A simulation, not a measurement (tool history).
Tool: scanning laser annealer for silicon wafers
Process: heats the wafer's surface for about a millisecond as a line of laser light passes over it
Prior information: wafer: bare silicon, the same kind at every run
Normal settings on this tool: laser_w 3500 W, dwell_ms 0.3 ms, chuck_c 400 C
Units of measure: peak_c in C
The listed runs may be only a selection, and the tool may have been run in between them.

{"run": 1, "hour": 0.0, "laser_w": 3500, "dwell_ms": 0.3, "chuck_c": 400, "peak_c": 1106}
{"run": 2, "hour": 4.6, "laser_w": 3500, "dwell_ms": 0.3, "chuck_c": 400, "peak_c": 1104}
{"run": 3, "hour": 10.4, "laser_w": 3500, "dwell_ms": 0.3, "chuck_c": 400, "peak_c": 1103}
{"run": 4, "hour": 18.1, "laser_w": 3500, "dwell_ms": 0.3, "chuck_c": 400, "peak_c": 1107}
{"run": 5, "hour": 25.8, "laser_w": 3500, "dwell_ms": 0.3, "chuck_c": 400, "peak_c": 1104}
{"run": 6, "hour": 32.2, "laser_w": 3500, "dwell_ms": 0.3, "chuck_c": 400, "peak_c": 1106}
{"run": 7, "hour": 43.0, "laser_w": 3500, "dwell_ms": 0.3, "chuck_c": 400, "peak_c": 1102}
{"run": 8, "hour": 49.6, "laser_w": 3500, "dwell_ms": 0.3, "chuck_c": 400, "peak_c": 1102}
{"run": 9, "hour": 57.1, "laser_w": 3500, "dwell_ms": 0.3, "chuck_c": 400, "peak_c": 1104}
{"run": 10, "hour": 65.4, "laser_w": 3500, "dwell_ms": 0.3, "chuck_c": 400, "peak_c": 1103}
{"run": 11, "hour": 75.0, "laser_w": 3500, "dwell_ms": 0.3, "chuck_c": 400, "peak_c": 1105}
{"run": 12, "hour": 85.6, "laser_w": 3500, "dwell_ms": 0.3, "chuck_c": 381, "peak_c": 1087}
{"run": 13, "hour": 95.8, "laser_w": 3500, "dwell_ms": 0.3, "chuck_c": 400, "peak_c": 1103}
{"run": 14, "hour": 104.9, "laser_w": 3500, "dwell_ms": 0.3, "chuck_c": 400, "peak_c": 1105}
{"hour": 107.6, "done": "window over the wafer cleaned"}
{"run": 15, "hour": 114.6, "laser_w": 3740, "dwell_ms": 0.229, "chuck_c": 432, "peak_c": 1096}
{"run": 16, "hour": 119.4, "laser_w": 3740, "dwell_ms": 0.229, "chuck_c": 432, "peak_c": 1097}
{"run": 17, "hour": 129.6, "laser_w": 3018, "dwell_ms": 0.229, "chuck_c": 432, "peak_c": 976}

For run 18, what comes out?
{"run": 18, "hour": 134.4, "laser_w": 3723, "dwell_ms": 0.333, "chuck_c": 375, "peak_c": "?"}

peak_c: 1152 C
Without the tool's hidden state the same run would have given peak_c 1166 C.
